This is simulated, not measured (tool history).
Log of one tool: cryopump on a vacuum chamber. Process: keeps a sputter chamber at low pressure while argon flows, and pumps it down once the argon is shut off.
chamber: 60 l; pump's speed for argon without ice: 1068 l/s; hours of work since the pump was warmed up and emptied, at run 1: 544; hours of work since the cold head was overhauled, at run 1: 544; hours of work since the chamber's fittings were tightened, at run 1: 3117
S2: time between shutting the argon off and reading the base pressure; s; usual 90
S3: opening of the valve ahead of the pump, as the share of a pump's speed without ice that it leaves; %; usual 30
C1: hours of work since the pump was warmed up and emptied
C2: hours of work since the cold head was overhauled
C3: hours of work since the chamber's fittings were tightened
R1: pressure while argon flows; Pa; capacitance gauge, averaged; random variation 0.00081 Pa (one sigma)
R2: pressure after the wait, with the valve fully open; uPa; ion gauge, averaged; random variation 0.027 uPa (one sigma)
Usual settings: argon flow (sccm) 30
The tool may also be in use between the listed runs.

{"run": 1, "day": 0.0, "argon flow (sccm)": 30, "S2": 90, "S3": 30, "C1": 544, "C2": 544, "C3": 3117, "R1": 0.1827, "R2": 3.04}
{"day": 1.5, "done": "pump warmed up, emptied and cooled again"}
{"run": 2, "day": 1.904, "argon flow (sccm)": 40, "S2": 90, "S3": 30, "C1": 7, "C2": 572, "C3": 3146, "R1": 0.2122, "R2": 2.47}
{"run": 3, "day": 3.712, "argon flow (sccm)": 40, "S2": 90, "S3": 30, "C1": 37, "C2": 602, "C3": 3176, "R1": 0.2112, "R2": 2.33}
{"run": 4, "day": 6.038, "argon flow (sccm)": 40, "S2": 90, "S3": 30, "C1": 76, "C2": 641, "C3": 3214, "R1": 0.2143, "R2": 2.56}
{"run": 5, "day": 7.929, "argon flow (sccm)": 13, "S2": 90, "S3": 30, "C1": 107, "C2": 672, "C3": 3246, "R1": 0.0698, "R2": 2.49}
{"run": 6, "day": 10.467, "argon flow (sccm)": 13, "S2": 90, "S3": 30, "C1": 149, "C2": 715, "C3": 3288, "R1": 0.0727, "R2": 2.57}
{"run": 7, "day": 12.375, "argon flow (sccm)": 43, "S2": 103, "S3": 20, "C1": 181, "C2": 746, "C3": 3320, "R1": 0.353, "R2": 2.5}
{"run": 8, "day": 13.7, "argon flow (sccm)": 43, "S2": 103, "S3": 20, "C1": 203, "C2": 768, "C3": 3342, "R1": 0.3494, "R2": 2.5}
{"run": 9, "day": 16.104, "argon flow (sccm)": 14, "S2": 103, "S3": 17, "C1": 243, "C2": 808, "C3": 3382, "R1": 0.1337, "R2": 2.64}
{"run": 10, "day": 17.983, "argon flow (sccm)": 14, "S2": 103, "S3": 17, "C1": 275, "C2": 840, "C3": 3413, "R1": 0.1346, "R2": 2.65}
{"run": 11, "day": 19.35, "argon flow (sccm)": 14, "S2": 103, "S3": 17, "C1": 297, "C2": 863, "C3": 3436, "R1": 0.1355, "R2": 2.69}
{"run": 12, "day": 20.417, "argon flow (sccm)": 14, "S2": 103, "S3": 17, "C1": 315, "C2": 880, "C3": 3454, "R1": 0.1365, "R2": 2.68}

How the hidden state differs across the entries between the runs, from the last listed run before each to the first after it:
Between runs 1 and 2: pump warmed up, emptied and cooled again (day 1.500)
  pump's speed, % of a pump's without ice: 67.1 -> 99.5; cold plate's temperature, K: 12.69 -> 12.72; leak into the chamber, uPa l/s: 1488 -> 1498
  measured less the result without the state, R1: +0.0243 -> +0.0012 Pa; R2: +1.83 -> +1.20 uPa
